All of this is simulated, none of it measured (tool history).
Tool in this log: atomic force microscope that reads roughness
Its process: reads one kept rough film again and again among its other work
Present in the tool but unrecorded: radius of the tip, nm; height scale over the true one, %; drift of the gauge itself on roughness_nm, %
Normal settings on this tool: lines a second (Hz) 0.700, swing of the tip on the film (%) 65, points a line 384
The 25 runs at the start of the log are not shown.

| run | hour | lines a second (Hz) | swing of the tip on the film (%) | points a line | pictures with this tip | hours of work since the height scale was calibrated | roughness of the kept film (nm (root mean square)) |
|---|---|---|---|---|---|---|---|
| 26 | 1047.3 | 0.700 | 77 | 384 | 140 | 43 | 1.691 |
| 27 | 1087.4 | 3.375 | 57 | 384 | 193 | 66 | 1.566 |
|  | 1099.8 | height scale calibrated on a step standard, once more |
| 28 | 1136.8 | 0.700 | 65 | 519 | 257 | 22 | 1.550 |
| 29 | 1176.1 | 0.700 | 65 | 519 | 309 | 45 | 1.462 |
|  | 1198.3 | new tip fitted |
| 30 | 1213.3 | 0.700 | 65 | 519 | 20 | 66 | 2.138 |
| 31 | 1245.7 | 0.913 | 83 | 604 | 63 | 85 | 1.914 |
| 32 | 1302.0 | 0.913 | 83 | 604 | 137 | 118 | 1.712 |
| 33 | 1350.4 | 0.913 | 83 | 604 | 201 | 146 | 1.572 |
| 34 | 1393.3 | 2.331 | 57 | 395 | 258 | 171 | 1.515 |
| 35 | 1418.2 | 2.331 | 77 | 649 | 291 | 186 | 1.309 |
| 36 | 1448.8 | 2.841 | 65 | 447 | 332 | 204 | 1.319 |
|  | 1453.1 | new tip fitted |
| 37 | 1503.1 | 0.700 | 80 | 653 | 66 | 235 | 2.034 |

What will run 38 give?
| 38 | 1550.6 | 1.416 | 58 | 625 | 129 | 263 | ? |

{"run 38": {"roughness of the kept film (nm (root mean square))": 1.871}}
Take away the tool's hidden state, keep the run-to-run variation as it was, and the same run would have given roughness of the kept film (nm (root mean square)) 2.278.
